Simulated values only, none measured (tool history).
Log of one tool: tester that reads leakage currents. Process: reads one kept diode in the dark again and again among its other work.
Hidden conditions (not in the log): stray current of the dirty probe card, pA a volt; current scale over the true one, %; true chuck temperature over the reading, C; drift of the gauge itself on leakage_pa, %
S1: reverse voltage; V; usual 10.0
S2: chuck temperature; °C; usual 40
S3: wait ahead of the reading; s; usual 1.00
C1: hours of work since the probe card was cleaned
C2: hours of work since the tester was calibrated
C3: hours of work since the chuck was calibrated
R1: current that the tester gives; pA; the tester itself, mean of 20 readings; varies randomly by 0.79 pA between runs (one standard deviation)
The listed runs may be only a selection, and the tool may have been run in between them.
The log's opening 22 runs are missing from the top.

run    hour    S1  S2    S3    C1    C2    C3      R1
 23  3615.4  10.4  49  2.17   590  3266  1060  528.60
     3673.1  -- chuck's temperature calibrated
 24  3709.2  10.7  24  0.55   663  3339    28   94.03
 25  3925.0  10.0  55  0.65   833  3509   198  734.96
 26  4068.8  10.0  53  0.78   946  3622   312  654.01
 27  4283.6  10.0  40  2.39  1115  3791   481  281.67
 28  4496.1   7.3  20  4.39  1282  3958   648   60.63
     4703.1  -- tester calibrated
 29  4712.1   7.3  28  4.39  1451     7   817  106.84
 30  4912.8   8.2  20  0.66  1609   165   975   72.32

The next listed run, before its measurement:
     5088.3  -- chuck's temperature calibrated
 31  5103.9  6.2  55  4.04  1758  314  12   ?

Run 31 gave R1 567.65 pA.
Had the tool carried no hidden state, the very same run would have given R1 551.44 pA.

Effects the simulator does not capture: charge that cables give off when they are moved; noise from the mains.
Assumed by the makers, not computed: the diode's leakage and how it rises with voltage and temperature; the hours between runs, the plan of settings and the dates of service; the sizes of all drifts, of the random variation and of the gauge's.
